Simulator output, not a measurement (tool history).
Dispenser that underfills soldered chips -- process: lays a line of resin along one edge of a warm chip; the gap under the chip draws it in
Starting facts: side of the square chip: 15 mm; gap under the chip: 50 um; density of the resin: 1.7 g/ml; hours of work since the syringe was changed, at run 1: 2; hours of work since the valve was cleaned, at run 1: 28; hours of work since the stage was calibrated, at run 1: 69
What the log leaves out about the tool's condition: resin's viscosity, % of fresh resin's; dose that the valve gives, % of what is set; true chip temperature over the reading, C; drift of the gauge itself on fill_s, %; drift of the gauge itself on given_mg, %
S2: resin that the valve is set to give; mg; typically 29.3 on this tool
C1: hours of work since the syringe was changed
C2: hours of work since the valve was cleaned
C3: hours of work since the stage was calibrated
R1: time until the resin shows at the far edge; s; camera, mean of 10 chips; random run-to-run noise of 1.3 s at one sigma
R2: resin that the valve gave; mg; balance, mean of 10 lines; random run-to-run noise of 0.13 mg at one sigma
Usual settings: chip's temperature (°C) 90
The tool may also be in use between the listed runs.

run 1 day=0.000 | chip's_temperature_(°C)=90 S2=29.3 | C1=2 C2=28 C3=69 | R1=139.2 R2=28.36
run 2 day=0.171 | chip's_temperature_(°C)=90 S2=29.3 | C1=5 C2=31 C3=71 | R1=162.7 R2=28.52
-- day=0.271 new syringe of resin
run 3 day=0.488 | chip's_temperature_(°C)=90 S2=29.3 | C1=4 C2=37 C3=77 | R1=150.4 R2=28.38
-- day=0.642 new syringe of resin
run 4 day=0.646 | chip's_temperature_(°C)=90 S2=29.3 | C1=0 C2=39 C3=79 | R1=126.3 R2=28.21
run 5 day=0.933 | chip's_temperature_(°C)=90 S2=27.6 | C1=5 C2=44 C3=84 | R1=161.6 R2=26.53
-- day=1.004 new syringe of resin
run 6 day=1.162 | chip's_temperature_(°C)=79 S2=27.6 | C1=3 C2=48 C3=88 | R1=238.3 R2=26.22
-- day=1.383 new syringe of resin
run 7 day=1.488 | chip's_temperature_(°C)=79 S2=27.6 | C1=2 C2=54 C3=94 | R1=226.3 R2=26.21
-- day=1.738 new syringe of resin
run 8 day=1.750 | chip's_temperature_(°C)=90 S2=29.3 | C1=0 C2=58 C3=98 | R1=128.3 R2=27.77
run 9 day=1.900 | chip's_temperature_(°C)=90 S2=29.3 | C1=3 C2=61 C3=101 | R1=145.9 R2=27.44

Run 10 has not been measured yet. What should we expect?
-- day=2.088 new syringe of resin
run 10 day=2.171 | chip's_temperature_(°C)=90 S2=29.3 | C1=1 C2=65 C3=105 | R1=? R2=?

Run 10 gave R1 135.8 s, R2 27.51 mg.
Without the tool's hidden state the same run would have given R1 127.0 s, R2 29.34 mg.
